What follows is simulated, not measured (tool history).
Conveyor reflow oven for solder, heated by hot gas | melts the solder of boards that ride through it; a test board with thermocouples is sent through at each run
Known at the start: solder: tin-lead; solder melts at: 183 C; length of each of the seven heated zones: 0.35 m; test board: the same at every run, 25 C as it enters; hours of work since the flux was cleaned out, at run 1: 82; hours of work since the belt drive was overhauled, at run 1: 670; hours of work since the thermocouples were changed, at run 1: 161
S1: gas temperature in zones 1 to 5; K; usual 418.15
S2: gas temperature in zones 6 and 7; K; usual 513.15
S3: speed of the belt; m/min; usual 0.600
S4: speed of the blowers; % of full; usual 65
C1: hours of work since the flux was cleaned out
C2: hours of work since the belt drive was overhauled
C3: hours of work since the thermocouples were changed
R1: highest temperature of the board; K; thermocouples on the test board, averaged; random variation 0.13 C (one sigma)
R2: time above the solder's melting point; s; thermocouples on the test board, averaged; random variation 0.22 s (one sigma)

| run | hour | S1 | S2 | S3 | S4 | C1 | C2 | C3 | R1 | R2 |
|---|---|---|---|---|---|---|---|---|---|---|
| 1 | 0.0 | 418.15 | 513.15 | 0.600 | 65 | 82 | 670 | 161 | 499.55 | 61.5 |
| 2 | 69.9 | 418.15 | 512.15 | 0.600 | 65 | 118 | 705 | 197 | 498.45 | 61.6 |
| 3 | 139.5 | 418.15 | 513.15 | 0.600 | 65 | 153 | 740 | 232 | 499.25 | 61.8 |
|  | 158.2 | flux residue cleaned out of gas plates and filters |
| 4 | 196.0 | 418.15 | 513.15 | 0.600 | 65 | 19 | 766 | 258 | 500.15 | 61.9 |
| 5 | 246.8 | 418.15 | 513.15 | 0.600 | 65 | 45 | 792 | 283 | 500.05 | 62.2 |
|  | 296.9 | belt drive overhauled, speed set with a stopwatch |
| 6 | 327.7 | 418.15 | 513.15 | 0.600 | 65 | 84 | 16 | 322 | 499.45 | 60.7 |
| 7 | 399.1 | 418.15 | 513.15 | 0.600 | 65 | 120 | 52 | 358 | 499.35 | 60.8 |
| 8 | 448.4 | 421.15 | 523.15 | 0.622 | 66 | 145 | 77 | 383 | 507.55 | 63.6 |
|  | 485.0 | flux residue cleaned out of gas plates and filters |
| 9 | 516.7 | 418.15 | 518.15 | 0.668 | 54 | 16 | 109 | 415 | 498.55 | 53.9 |
| 10 | 551.6 | 418.15 | 518.15 | 0.668 | 54 | 34 | 126 | 433 | 498.65 | 53.5 |
| 11 | 631.2 | 418.15 | 518.15 | 0.668 | 54 | 74 | 166 | 473 | 498.15 | 53.5 |
| 12 | 677.7 | 418.15 | 513.15 | 0.600 | 57 | 97 | 190 | 497 | 498.15 | 60.0 |
|  | 710.8 | thermocouples of zones 6 and 7 changed |
| 13 | 756.8 | 418.15 | 513.15 | 0.583 | 51 | 136 | 229 | 23 | 497.05 | 61.3 |

Forecast each of these 3 alternatives for the next run:
|  | 807.4 | flux residue cleaned out of gas plates and filters |
| A | 837.1 | 418.15 | 513.15 | 0.583 | 89 | 15 | 267 | 61 | ? | ? |
|  | 807.4 | flux residue cleaned out of gas plates and filters |
| B | 837.1 | 418.15 | 519.15 | 0.572 | 63 | 15 | 267 | 61 | ? | ? |
|  | 807.4 | flux residue cleaned out of gas plates and filters |
| C | 837.1 | 418.15 | 518.15 | 0.619 | 51 | 15 | 267 | 61 | ? | ? |

| run | R1 | R2 |
|---|---|---|
| A | 503.85 | 65.4 |
| B | 506.05 | 67.6 |
| C | 500.65 | 59.3 |
Without the tool's hidden state the same runs would have given:
| run | R1 | R2 |
|---|---|---|
| A | 503.15 | 64.5 |
| B | 505.35 | 66.8 |
| C | 499.85 | 58.4 |
